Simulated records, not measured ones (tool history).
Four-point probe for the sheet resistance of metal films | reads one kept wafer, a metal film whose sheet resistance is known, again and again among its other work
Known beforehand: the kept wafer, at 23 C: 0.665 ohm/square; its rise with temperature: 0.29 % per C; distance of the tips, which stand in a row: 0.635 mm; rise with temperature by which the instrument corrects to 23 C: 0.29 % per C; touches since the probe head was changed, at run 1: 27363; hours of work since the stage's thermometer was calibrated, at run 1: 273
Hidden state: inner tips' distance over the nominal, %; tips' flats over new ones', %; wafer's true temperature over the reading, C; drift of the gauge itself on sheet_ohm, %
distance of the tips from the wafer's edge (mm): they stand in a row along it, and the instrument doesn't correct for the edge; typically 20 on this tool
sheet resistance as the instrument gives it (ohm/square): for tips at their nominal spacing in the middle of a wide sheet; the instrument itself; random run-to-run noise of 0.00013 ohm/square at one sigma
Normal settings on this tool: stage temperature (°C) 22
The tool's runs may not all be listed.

run	day	stage temperature (°C)	distance of the tips from the wafer's edge (mm)	touches since the probe head was changed	hours of work since the stage's thermometer was calibrated	sheet resistance as the instrument gives it (ohm/square)
1	0	22	20	27363	273	0.665204
2	0.712	22	20	27877	280	0.665534
3	1.288	22	11	28288	285	0.666076
4	2.008	22	11	28807	292	0.665927
5	2.446	22	11	29120	296	0.66606
6	3.062	22	11	29566	302	0.666402
7	3.696	34	20	30021	308	0.665087
8	4.233	27	20	30408	314	0.665498
9	4.821	22	20	30829	319	0.665474
10	5.388	22	20	31237	325	0.665446
11	5.771	22	20	31512	328	0.665348
12	6.521	22	20	32051	336	0.66536
13	7.192	22	20	32533	342	0.665446
14	7.983	22	20	33102	350	0.665102
15	8.483	22	20	33462	354	0.665516
16	9.125	22	20	33922	361	0.665493
17	9.454	28	20	34160	364	0.665243
18	10.1	22	20	34622	370	0.665169
19	10.7	22	20	35055	376	0.665242
20	11.104	20	20	35346	380	0.66548
21	11.588	22	5	35693	384	0.671085
22	12.358	22	5	36248	392	0.670696
23	13.054	28	5	36746	398	0.670866

Run 24 comes next. What will it give?
24	13.846	28	5	37315	406	?

{"run 24": {"sheet resistance as the instrument gives it (ohm/square)": 0.670899}}
Minus the tool's unlogged condition, the same run would have read sheet resistance as the instrument gives it (ohm/square) 0.670908.
